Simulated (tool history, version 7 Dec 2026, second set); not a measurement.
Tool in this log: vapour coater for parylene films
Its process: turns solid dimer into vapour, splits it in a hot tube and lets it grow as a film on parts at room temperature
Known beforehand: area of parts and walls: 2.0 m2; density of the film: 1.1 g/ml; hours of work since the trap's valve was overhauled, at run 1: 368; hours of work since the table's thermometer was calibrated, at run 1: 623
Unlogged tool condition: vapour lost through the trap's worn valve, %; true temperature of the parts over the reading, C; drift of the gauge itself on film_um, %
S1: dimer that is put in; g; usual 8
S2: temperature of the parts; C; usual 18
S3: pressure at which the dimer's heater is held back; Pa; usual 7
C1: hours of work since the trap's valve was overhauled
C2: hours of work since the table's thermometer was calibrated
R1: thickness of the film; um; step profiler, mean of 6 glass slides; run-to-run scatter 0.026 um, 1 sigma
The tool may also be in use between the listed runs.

run	day	S1	S2	S3	C1	C2	R1
1	0	8	18	7	368	623	2.38
2	0.538	8	20	7	377	632	2.23
# day 1.083: trap's valve overhauled
3	1.942	8	20	7	14	653	2.61
4	2.779	8	20	7	28	667	2.55
5	3.438	8	20	7	39	677	2.63
6	4.688	8	20	7	60	698	2.52
7	5.708	8	18	7	77	715	2.67
8	6.462	8	18	7	89	728	2.63
9	7.688	3	18	7	110	748	0.99
10	8.312	3	18	7	120	759	0.94
11	8.854	3	27	3.21	129	768	0.92
12	9.992	10	18	7	148	787	3.24
13	11.121	7	14	6.06	167	805	2.47
14	11.871	7	14	8.03	179	818	2.32
15	12.454	7	14	8.03	189	827	2.37
16	13.083	9	22	7	200	838	2.57
17	13.658	4	11	3.4	209	847	1.62

Pick out some run-to-run changes in R1. Of each, how much would a tool without hidden state show as well, from the settings, what came in and chance, and how much is left for the hidden state and any gauge scatter not in both results compared?
Run 2 -> 3: trap's valve overhauled. R1 +0.38 um: hidden state +0.32, all else +0.06.
Run 11 -> 12: S1 3 -> 10, S2 27 -> 18, S3 3.21 -> 7. R1 +2.32 um: hidden state -0.15, all else +2.47.

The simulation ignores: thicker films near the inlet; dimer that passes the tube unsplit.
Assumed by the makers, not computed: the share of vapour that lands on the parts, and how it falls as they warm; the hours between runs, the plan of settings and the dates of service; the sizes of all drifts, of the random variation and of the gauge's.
